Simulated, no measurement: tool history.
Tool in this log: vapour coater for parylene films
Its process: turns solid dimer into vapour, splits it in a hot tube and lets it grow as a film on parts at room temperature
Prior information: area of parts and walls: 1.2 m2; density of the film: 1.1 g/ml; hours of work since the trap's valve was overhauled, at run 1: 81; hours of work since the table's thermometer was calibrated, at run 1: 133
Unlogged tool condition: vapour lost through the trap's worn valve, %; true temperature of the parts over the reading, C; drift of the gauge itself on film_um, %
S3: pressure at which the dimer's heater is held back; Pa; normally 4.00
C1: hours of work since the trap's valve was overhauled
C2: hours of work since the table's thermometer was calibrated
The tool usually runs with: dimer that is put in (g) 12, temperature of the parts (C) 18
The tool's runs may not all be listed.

Run 1, hour 0.0: usual settings; C1 81; C2 133. Result: thickness of the film (um) 5.51.
Run 2, hour 25.7: usual settings; C1 99; C2 151. Result: thickness of the film (um) 5.47.
Run 3, hour 79.3: usual settings; C1 136; C2 187. Result: thickness of the film (um) 5.38.
Run 4, hour 103.8: usual settings; C1 152; C2 204. Result: thickness of the film (um) 5.31.
Run 5, hour 147.5: usual settings; C1 182; C2 234. Result: thickness of the film (um) 5.19.
Run 6, hour 198.9: usual settings but dimer that is put in (g) 22; C1 217; C2 269. Result: thickness of the film (um) 9.55.
Run 7, hour 229.7: usual settings but dimer that is put in (g) 22; C1 238; C2 290. Result: thickness of the film (um) 9.38.
At hour 245.9: trap's valve overhauled.
Run 8, hour 261.3: usual settings but dimer that is put in (g) 22; C1 10; C2 309. Result: thickness of the film (um) 10.44.
Run 9, hour 311.4: usual settings but dimer that is put in (g) 22; C1 45; C2 343. Result: thickness of the film (um) 10.07.
Run 10, hour 350.2: usual settings but temperature of the parts (C) 24, S3 6.75 Pa; C1 71; C2 370. Result: thickness of the film (um) 3.69.
Run 11, hour 392.1: usual settings but S3 2.00 Pa; C1 100; C2 398. Result: thickness of the film (um) 6.29.
Run 12, hour 430.8: usual settings but dimer that is put in (g) 9, temperature of the parts (C) 11, S3 3.90 Pa; C1 126; C2 425. Result: thickness of the film (um) 5.65.
Run 13, hour 461.0: usual settings but dimer that is put in (g) 11, temperature of the parts (C) 21, S3 4.62 Pa; C1 147; C2 445. Result: thickness of the film (um) 4.00.
Run 14, hour 496.8: usual settings but dimer that is put in (g) 8, temperature of the parts (C) 12, S3 11.23 Pa; C1 171; C2 470. Result: thickness of the film (um) 3.72.

What if the next run were any one of these 5? Each begins from the tool's condition after run 14:
Run A, hour 549.5: usual settings but temperature of the parts (C) 23; C1 207; C2 506. Result: thickness of the film (um) ?.
Run B, hour 549.5: usual settings but dimer that is put in (g) 19, temperature of the parts (C) 16, S3 2.02 Pa; C1 207; C2 506. Result: thickness of the film (um) ?.
Run C, hour 549.5: usual settings but dimer that is put in (g) 13, S3 8.71 Pa; C1 207; C2 506. Result: thickness of the film (um) ?.
Run D, hour 549.5: usual settings but dimer that is put in (g) 8, temperature of the parts (C) 15, S3 2.53 Pa; C1 207; C2 506. Result: thickness of the film (um) ?.
Run E, hour 549.5: usual settings but dimer that is put in (g) 7, temperature of the parts (C) 12, S3 11.23 Pa; C1 207; C2 506. Result: thickness of the film (um) ?.

run  thickness of the film (um)
  A                        3.99
  B                       10.30
  C                        4.72
  D                        4.35
  E                        3.11
With no hidden state in the tool, these same runs would have given:
run  thickness of the film (um)
  A                        4.52
  B                       11.68
  C                        5.36
  D                        4.93
  E                        3.53

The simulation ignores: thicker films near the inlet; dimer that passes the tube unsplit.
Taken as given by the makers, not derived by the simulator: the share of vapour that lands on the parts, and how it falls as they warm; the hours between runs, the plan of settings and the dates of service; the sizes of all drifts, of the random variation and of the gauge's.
